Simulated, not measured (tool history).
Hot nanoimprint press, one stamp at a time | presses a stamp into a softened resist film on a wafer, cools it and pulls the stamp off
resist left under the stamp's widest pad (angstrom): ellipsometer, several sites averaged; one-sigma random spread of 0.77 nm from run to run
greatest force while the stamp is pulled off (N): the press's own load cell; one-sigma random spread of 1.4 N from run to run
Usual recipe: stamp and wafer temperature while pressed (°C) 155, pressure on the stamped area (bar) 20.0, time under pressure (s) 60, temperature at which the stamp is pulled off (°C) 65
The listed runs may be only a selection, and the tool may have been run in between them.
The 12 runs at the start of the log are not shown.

run   hour  stamp and wafer temperature while pressed (°C)  pressure on the stamped area (bar)  time under pressure (s)  temperature at which the stamp is pulled off (°C)  hours of work since the thermocouple was calibrated  imprints on the stamp's release coat  hours of work since the press's seals were changed  resist left under the stamp's widest pad (angstrom)  greatest force while the stamp is pulled off (N)
 13   71.9                                             155                                20.0                       60                                                 65                                                   47                                   192                                                 156                                                 2210                                               146
 14   80.3                                             163                                20.0                       60                                                 65                                                   51                                   205                                                 160                                                 1519                                               145
 15   89.7                                             155                                20.0                       60                                                 65                                                   55                                   221                                                 164                                                 2215                                               148
 16   96.4                                             164                                27.9                       64                                                 65                                                   58                                   231                                                 167                                                 1160                                               144
 17  105.7                                             143                                17.2                       43                                                 68                                                   62                                   247                                                 171                                                 3646                                               138
 18  114.3                                             162                                17.8                       43                                                 62                                                   66                                   261                                                 175                                                 1902                                               152
 19  122.5                                             161                                13.6                       57                                                 73                                                   69                                   274                                                 179                                                 2104                                               126
 20  129.1                                             165                                13.6                       62                                                 73                                                   72                                   285                                                 182                                                 1731                                               126
 21  134.4                                             165                                13.6                       62                                                 73                                                   74                                   293                                                 184                                                 1725                                               128
 22  143.1                                             155                                12.2                       34                                                 51                                                   78                                   307                                                 188                                                 3107                                               175
 23  148.2                                             162                                20.9                       49                                                 58                                                   81                                   316                                                 190                                                 1655                                               161
 24  152.7                                             152                                20.0                       32                                                 65                                                   83                                   323                                                 192                                                 2925                                               145
 25  157.9                                             152                                20.0                       32                                                 65                                                   85                                   332                                                 194                                                 2933                                               145
 26  164.6                                             159                                20.0                       42                                                 65                                                   88                                   342                                                 197                                                 2062                                               144
 27  169.5                                             159                                20.0                       42                                                 65                                                   90                                   350                                                 199                                                 2045                                               144
 28  177.6                                             155                                20.0                       66                                                 51                                                   94                                   364                                                 203                                                 2133                                               178
 29  183.7                                             162                                20.0                       60                                                 61                                                   96                                   373                                                 206                                                 1595                                               154
 30  191.4                                             155                                20.0                       60                                                 54                                                  100                                   386                                                 209                                                 2217                                               167

What if the next run were any one of these 4? Each begins from the tool's condition after run 30:
  A  197.8                                             155                                13.7                       30                                                 54                                                  102                                   396                                                 212                                                    ?                                                 ?
  B  197.8                                             155                                27.1                       87                                                 51                                                  102                                   396                                                 212                                                    ?                                                 ?
  C  197.8                                             164                                20.5                      106                                                 54                                                  102                                   396                                                 212                                                    ?                                                 ?
  D  197.8                                             156                                14.4                       60                                                 72                                                  102                                   396                                                 212                                                    ?                                                 ?

run  resist left under the stamp's widest pad (angstrom)  greatest force while the stamp is pulled off (N)
  A                                                 3067                                               168
  B                                                 1664                                               175
  C                                                 1178                                               168
  D                                                 2474                                               127
What these runs would have given with no unlogged condition in the tool:
run  resist left under the stamp's widest pad (angstrom)  greatest force while the stamp is pulled off (N)
  A                                                 3066                                               167
  B                                                 1663                                               174
  C                                                 1177                                               168
  D                                                 2473                                               127
